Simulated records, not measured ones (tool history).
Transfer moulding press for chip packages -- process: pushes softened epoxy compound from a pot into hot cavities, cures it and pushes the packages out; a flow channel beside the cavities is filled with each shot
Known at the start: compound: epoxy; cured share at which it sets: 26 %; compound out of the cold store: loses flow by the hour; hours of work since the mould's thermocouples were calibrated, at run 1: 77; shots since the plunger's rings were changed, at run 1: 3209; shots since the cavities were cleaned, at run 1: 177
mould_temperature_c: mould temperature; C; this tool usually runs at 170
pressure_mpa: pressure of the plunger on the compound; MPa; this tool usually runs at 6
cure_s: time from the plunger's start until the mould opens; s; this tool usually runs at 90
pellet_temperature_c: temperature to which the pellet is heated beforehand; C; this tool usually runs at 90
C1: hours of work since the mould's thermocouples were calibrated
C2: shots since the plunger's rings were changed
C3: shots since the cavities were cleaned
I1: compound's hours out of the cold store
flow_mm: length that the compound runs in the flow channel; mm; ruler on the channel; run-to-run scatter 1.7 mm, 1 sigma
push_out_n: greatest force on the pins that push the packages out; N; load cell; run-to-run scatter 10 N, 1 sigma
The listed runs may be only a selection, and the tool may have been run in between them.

Run 1, hour 0: usual settings; C1 77; C2 3209; C3 177; I1 23.5. Result: flow_mm 621 mm, push_out_n 591 N.
At hour 15.1: plunger's sealing rings changed.
Run 2, hour 32.1: usual settings; C1 95; C2 205; C3 534; I1 17.7. Result: flow_mm 682 mm, push_out_n 730 N.
At hour 49.1: cavities cleaned with cleaning compound and waxed.
Run 3, hour 61.4: usual settings; C1 113; C2 540; C3 148; I1 44.2. Result: flow_mm 584 mm, push_out_n 793 N.
Run 4, hour 86.2: usual settings; C1 129; C2 839; C3 447; I1 34.1. Result: flow_mm 612 mm, push_out_n 821 N.
At hour 111.8: cavities cleaned with cleaning compound and waxed.
Run 5, hour 124.2: usual settings; C1 152; C2 1279; C3 150; I1 21.1. Result: flow_mm 656 mm, push_out_n 579 N.
Run 6, hour 149.3: usual settings; C1 167; C2 1582; C3 453; I1 20.5. Result: flow_mm 657 mm, push_out_n 693 N.
At hour 174.1: cavities cleaned with cleaning compound and waxed.
Run 7, hour 197.3: usual settings; C1 197; C2 2142; C3 279; I1 25.4. Result: flow_mm 632 mm, push_out_n 614 N.
Run 8, hour 224.7: usual settings; C1 214; C2 2473; C3 610; I1 27.8. Result: flow_mm 620 mm, push_out_n 736 N.
At hour 238.1: cavities cleaned with cleaning compound and waxed.
Run 9, hour 258.7: usual settings; C1 235; C2 2865; C3 248; I1 31. Result: flow_mm 602 mm, push_out_n 624 N.
At hour 270.7: cavities cleaned with cleaning compound and waxed, once more.
Run 10, hour 297.3: usual settings but cure_s 93 s; C1 258; C2 3313; C3 322; I1 31.4. Result: flow_mm 598 mm, push_out_n 583 N.
At hour 302: plunger's sealing rings changed.
At hour 334.6: cavities cleaned with cleaning compound and waxed.
Run 11, hour 334.6: usual settings but cure_s 93 s; C1 279; C2 374; C3 0; I1 24.6. Result: flow_mm 655 mm, push_out_n 465 N.
Run 12, hour 378.3: usual settings; C1 307; C2 902; C3 528; I1 26.6. Result: flow_mm 640 mm, push_out_n 723 N.
At hour 397: cavities cleaned with cleaning compound and waxed.
Run 13, hour 425.9: usual settings; C1 336; C2 1458; C3 348; I1 31.8. Result: flow_mm 611 mm, push_out_n 642 N.
At hour 457.7: cavities cleaned with cleaning compound and waxed.
Run 14, hour 466.7: usual settings but mould_temperature_c 171 C, cure_s 95 s, pellet_temperature_c 96 C; C1 360; C2 1932; C3 108; I1 16.2. Result: flow_mm 660 mm, push_out_n 483 N.
Run 15, hour 504.8: usual settings but mould_temperature_c 169 C, pressure_mpa 5.01 MPa, cure_s 115 s, pellet_temperature_c 95 C; C1 384; C2 2392; C3 568; I1 47.5. Result: flow_mm 504 mm, push_out_n 571 N.
At hour 519: cavities cleaned with cleaning compound and waxed.
Run 16, hour 544.2: usual settings but mould_temperature_c 169 C, pressure_mpa 5.01 MPa, cure_s 115 s, pellet_temperature_c 95 C; C1 408; C2 2848; C3 304; I1 36.6. Result: flow_mm 535 mm, push_out_n 489 N.
Run 17, hour 571.8: usual settings but mould_temperature_c 169 C, pressure_mpa 5.01 MPa, cure_s 115 s, pellet_temperature_c 95 C; C1 426; C2 3181; C3 637; I1 12.5. Result: flow_mm 611 mm, push_out_n 575 N.
At hour 579.7: cavities cleaned with cleaning compound and waxed.
At hour 588.8: plunger's sealing rings changed.
Run 18, hour 598.5: usual settings but mould_temperature_c 169 C, pressure_mpa 5.01 MPa, cure_s 115 s, pellet_temperature_c 95 C; C1 440; C2 117; C3 197; I1 20.4. Result: flow_mm 619 mm, push_out_n 486 N.
At hour 603.1: mould's thermocouples calibrated.
Run 19, hour 625.6: usual settings but mould_temperature_c 163 C, pressure_mpa 5.59 MPa; C1 14; C2 420; C3 500; I1 43.1. Result: flow_mm 579 mm, push_out_n 1056 N.
At hour 645.6: cavities cleaned with cleaning compound and waxed.
Run 20, hour 668.3: usual settings but mould_temperature_c 177 C, pressure_mpa 5.36 MPa, cure_s 71 s, pellet_temperature_c 87 C; C1 40; C2 917; C3 274; I1 42.4. Result: flow_mm 540 mm, push_out_n 654 N.
Run 21, hour 697.7: usual settings but mould_temperature_c 177 C, pressure_mpa 5.36 MPa, cure_s 71 s, pellet_temperature_c 87 C; C1 59; C2 1271; C3 628; I1 20.8. Result: flow_mm 613 mm, push_out_n 803 N.
At hour 709.5: cavities cleaned with cleaning compound and waxed.
Run 22, hour 722.8: usual settings but pressure_mpa 4.88 MPa; C1 74; C2 1556; C3 161; I1 47.9. Result: flow_mm 504 mm, push_out_n 552 N.
Run 23, hour 754.4: usual settings but cure_s 76 s; C1 94; C2 1937; C3 542; I1 28.9. Result: flow_mm 619 mm, push_out_n 1057 N.
At hour 770.9: cavities cleaned with cleaning compound and waxed.
Run 24, hour 783.3: usual settings but mould_temperature_c 172 C, pressure_mpa 6.16 MPa, cure_s 71 s, pellet_temperature_c 87 C; C1 111; C2 2268; C3 150; I1 45.2. Result: flow_mm 565 mm, push_out_n 800 N.
Run 25, hour 814: usual settings but mould_temperature_c 172 C, pressure_mpa 6.16 MPa, cure_s 71 s, pellet_temperature_c 87 C; C1 130; C2 2637; C3 519; I1 29.8. Result: flow_mm 612 mm, push_out_n 1064 N.
At hour 831.7: cavities cleaned with cleaning compound and waxed.
Run 26, hour 857: usual settings but mould_temperature_c 169 C, pressure_mpa 5.24 MPa, cure_s 71 s, pellet_temperature_c 81 C; C1 156; C2 3138; C3 305; I1 37.7. Result: flow_mm 544 mm, push_out_n 1220 N.

Each row is a separate what-if for the run after 26, all from the same tool condition, not one after another. Results?
At hour 877.4: plunger's sealing rings changed.
Run A, hour 884.9: usual settings but mould_temperature_c 169 C, pressure_mpa 5.68 MPa, cure_s 71 s, pellet_temperature_c 82 C; C1 172; C2 91; C3 612; I1 28.4. Result: flow_mm ?, push_out_n ?.
At hour 877.4: plunger's sealing rings changed.
Run B, hour 884.9: usual settings but mould_temperature_c 169 C, pressure_mpa 4.8 MPa, cure_s 71 s, pellet_temperature_c 81 C; C1 172; C2 91; C3 612; I1 39.6. Result: flow_mm ?, push_out_n ?.
At hour 877.4: plunger's sealing rings changed.
Run C, hour 884.9: usual settings but pressure_mpa 5.24 MPa, cure_s 120 s, pellet_temperature_c 89 C; C1 172; C2 91; C3 612; I1 20.6. Result: flow_mm ?, push_out_n ?.
At hour 877.4: plunger's sealing rings changed.
Run D, hour 884.9: usual settings but mould_temperature_c 169 C, pressure_mpa 6.39 MPa, cure_s 123 s, pellet_temperature_c 94 C; C1 172; C2 91; C3 612; I1 10.3. Result: flow_mm ?, push_out_n ?.
At hour 877.4: plunger's sealing rings changed.
Run E, hour 884.9: usual settings but pressure_mpa 5.41 MPa; C1 172; C2 91; C3 612; I1 10. Result: flow_mm ?, push_out_n ?.

run  flow_mm  push_out_n
  A      628        1463
  B      541        1358
  C      629         554
  D      743         545
  E      679         788
Had the tool no hidden state, the same runs would have come out as:
run  flow_mm  push_out_n
  A      630         927
  B      543         861
  C      631         357
  D      745         347
  E      681         501

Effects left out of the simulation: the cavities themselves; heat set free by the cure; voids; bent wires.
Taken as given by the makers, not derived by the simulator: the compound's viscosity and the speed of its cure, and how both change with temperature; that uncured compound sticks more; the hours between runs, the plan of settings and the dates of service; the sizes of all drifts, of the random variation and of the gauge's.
